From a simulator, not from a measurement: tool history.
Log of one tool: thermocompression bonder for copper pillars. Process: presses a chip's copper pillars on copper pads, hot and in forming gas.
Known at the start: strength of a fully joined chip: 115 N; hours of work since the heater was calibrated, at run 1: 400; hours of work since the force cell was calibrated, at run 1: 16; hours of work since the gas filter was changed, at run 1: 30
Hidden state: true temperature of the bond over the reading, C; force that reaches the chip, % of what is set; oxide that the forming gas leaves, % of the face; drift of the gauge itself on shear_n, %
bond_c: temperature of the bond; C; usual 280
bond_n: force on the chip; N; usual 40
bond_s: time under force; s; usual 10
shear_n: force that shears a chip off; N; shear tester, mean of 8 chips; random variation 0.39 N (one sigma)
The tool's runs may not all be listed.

| run | day | bond_c | bond_n | bond_s | hours of work since the heater was calibrated | hours of work since the force cell was calibrated | hours of work since the gas filter was changed | shear_n |
|---|---|---|---|---|---|---|---|---|
| 1 | 0 | 280 | 40 | 10 | 400 | 16 | 30 | 62.5 |
| 2 | 0.325 | 300 | 40 | 10 | 405 | 20 | 34 | 79 |
| 3 | 0.662 | 300 | 40 | 10 | 410 | 25 | 39 | 77.9 |
| 4 | 0.975 | 300 | 40 | 10 | 414 | 29 | 43 | 77.7 |
| 5 | 1.188 | 300 | 40 | 10 | 417 | 32 | 46 | 77.4 |
| 6 | 1.362 | 300 | 25 | 10 | 419 | 35 | 49 | 54.9 |
| 7 | 1.55 | 300 | 25 | 10 | 422 | 37 | 51 | 54.8 |
| 8 | 1.842 | 300 | 25 | 10 | 426 | 41 | 55 | 54 |
| 9 | 2.258 | 300 | 25 | 10 | 432 | 47 | 61 | 54.4 |
| 10 | 2.667 | 262 | 39 | 13 | 437 | 53 | 67 | 50.6 |
| 11 | 2.904 | 297 | 53 | 8 | 441 | 56 | 70 | 83.2 |
| 12 | 3.3 | 298 | 33 | 9 | 446 | 61 | 75 | 63.1 |
| 13 | 3.508 | 270 | 42 | 9 | 449 | 64 | 78 | 52.6 |

5 ways to go on from here, each from the tool as it stands after run 13. What would each give?
| A | 3.833 | 280 | 54 | 11 | 454 | 69 | 83 | ? |
| B | 3.833 | 308 | 54 | 10 | 454 | 69 | 83 | ? |
| C | 3.833 | 268 | 27 | 15 | 454 | 69 | 83 | ? |
| D | 3.833 | 268 | 50 | 25 | 454 | 69 | 83 | ? |
| E | 3.833 | 297 | 29 | 11 | 454 | 69 | 83 | ? |

| run | shear_n |
|---|---|
| A | 76 |
| B | 93.3 |
| C | 41.9 |
| D | 79.4 |
| E | 60.1 |
Without the tool's hidden state the same runs would have given:
| run | shear_n |
|---|---|
| A | 78.1 |
| B | 97.3 |
| C | 42.3 |
| D | 81.7 |
| E | 61.3 |
